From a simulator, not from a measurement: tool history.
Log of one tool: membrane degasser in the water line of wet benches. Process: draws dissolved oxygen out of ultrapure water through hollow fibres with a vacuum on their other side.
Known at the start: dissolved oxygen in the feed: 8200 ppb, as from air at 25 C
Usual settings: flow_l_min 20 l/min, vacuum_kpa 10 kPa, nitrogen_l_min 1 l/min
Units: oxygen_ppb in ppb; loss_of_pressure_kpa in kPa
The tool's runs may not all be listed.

{"run": 1, "day": 0.0, "flow_l_min": 20, "vacuum_kpa": 10, "nitrogen_l_min": 1, "oxygen_ppb": 360, "loss_of_pressure_kpa": 62.22}
{"run": 2, "day": 1.1, "flow_l_min": 20, "vacuum_kpa": 10, "nitrogen_l_min": 1, "oxygen_ppb": 364.2, "loss_of_pressure_kpa": 62.58}
{"run": 3, "day": 3.158, "flow_l_min": 20, "vacuum_kpa": 10, "nitrogen_l_min": 1, "oxygen_ppb": 362.8, "loss_of_pressure_kpa": 62.13}
{"run": 4, "day": 5.425, "flow_l_min": 20, "vacuum_kpa": 9, "nitrogen_l_min": 1, "oxygen_ppb": 317.8, "loss_of_pressure_kpa": 62.38}
{"run": 5, "day": 7.288, "flow_l_min": 20, "vacuum_kpa": 9, "nitrogen_l_min": 1, "oxygen_ppb": 316.2, "loss_of_pressure_kpa": 62.65}
{"run": 6, "day": 8.458, "flow_l_min": 20, "vacuum_kpa": 9, "nitrogen_l_min": 1, "oxygen_ppb": 315.6, "loss_of_pressure_kpa": 62.51}
{"day": 8.667, "done": "vacuum gauge calibrated"}
{"run": 7, "day": 9.567, "flow_l_min": 27, "vacuum_kpa": 19.3, "nitrogen_l_min": 1.71, "oxygen_ppb": 723.8, "loss_of_pressure_kpa": 84.01}

Run 8 comes next. What will it give?
{"run": 8, "day": 11.917, "flow_l_min": 20, "vacuum_kpa": 12.4, "nitrogen_l_min": 1, "oxygen_ppb": "?", "loss_of_pressure_kpa": "?"}

Run 8 gave oxygen_ppb 459.7 ppb, loss_of_pressure_kpa 62.93 kPa.
Without the tool's hidden state the same run would have given oxygen_ppb 450.9 ppb, loss_of_pressure_kpa 62.72 kPa.

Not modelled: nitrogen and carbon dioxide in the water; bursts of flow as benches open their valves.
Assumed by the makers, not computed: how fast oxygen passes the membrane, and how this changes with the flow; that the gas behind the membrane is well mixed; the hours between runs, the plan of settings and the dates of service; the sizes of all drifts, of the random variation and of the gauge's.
